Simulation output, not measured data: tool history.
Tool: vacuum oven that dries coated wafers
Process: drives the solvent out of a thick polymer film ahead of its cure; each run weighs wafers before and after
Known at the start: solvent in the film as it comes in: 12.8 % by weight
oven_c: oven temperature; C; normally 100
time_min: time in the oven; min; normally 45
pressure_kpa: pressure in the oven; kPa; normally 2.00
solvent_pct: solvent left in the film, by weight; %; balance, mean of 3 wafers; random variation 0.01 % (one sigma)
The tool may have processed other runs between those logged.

run,hour,oven_c,time_min,pressure_kpa,solvent_pct
1,0.0,100,45,2.00,1.57
2,11.5,100,45,2.00,1.56
3,28.1,100,45,1.69,1.48
4,45.5,100,80,2.00,0.83
5,62.2,100,80,4.43,1.61
6,83.1,100,80,4.43,1.62
7,95.2,100,80,4.43,1.64
8,115.4,100,45,2.00,1.57
9,135.5,100,45,2.00,1.56
10,150.7,88,45,2.00,3.62
11,171.1,100,45,2.00,1.56
12,191.0,100,45,2.00,1.57
13,201.9,100,45,1.11,1.29
14,213.2,100,45,1.11,1.29
15,228.8,100,45,2.00,1.56
16,246.4,100,45,2.00,1.57
17,265.9,100,45,2.00,1.56
18,281.0,100,45,2.00,1.56
19,298.9,100,45,2.08,1.59
20,313.5,100,45,2.08,1.59
21,333.2,95,45,2.00,2.28
22,347.8,95,45,2.00,2.28
23,361.2,100,45,2.17,1.60
24,373.4,100,45,2.17,1.62
25,391.4,100,45,2.17,1.61
26,404.9,87,48,1.55,3.41
27,414.2,86,80,4.46,3.50
28,427.5,86,80,4.46,3.51
29,447.4,86,80,4.46,3.51
30,457.3,86,53,1.09,3.07
31,469.9,86,53,1.09,3.07
32,487.2,90,32,6.82,5.93
33,506.5,85,64,7.08,5.45
34,515.3,102,25,6.81,4.01
35,527.6,102,25,6.81,4.03
36,548.4,102,25,6.81,4.02
37,559.6,100,45,3.13,1.89
38,578.6,100,47,3.13,1.81
39,587.8,106,30,1.84,1.64
40,603.8,109,64,1.34,0.42
41,624.8,113,64,6.79,1.46
42,643.9,104,37,5.69,2.42
43,657.3,99,45,2.85,1.94
44,676.6,105,45,2.85,1.25
45,693.2,105,48,2.00,0.94
46,705.1,105,48,2.00,1.07

Removed from this log: 1 entry logged between the listed runs. Between which two listed runs does each belong, and how does the tool's hidden state at the listed run before it compare with that at the listed run after it?
From run 45 to run 46: oven's thermocouples calibrated (hour 696.8)
  true wafer temperature over the reading, C: 1.79 -> 0.26; true pressure over the reading, kPa: 0.299 -> 0.301
  measured minus no-state result, solvent_pct: -0.06 -> +0.06 %
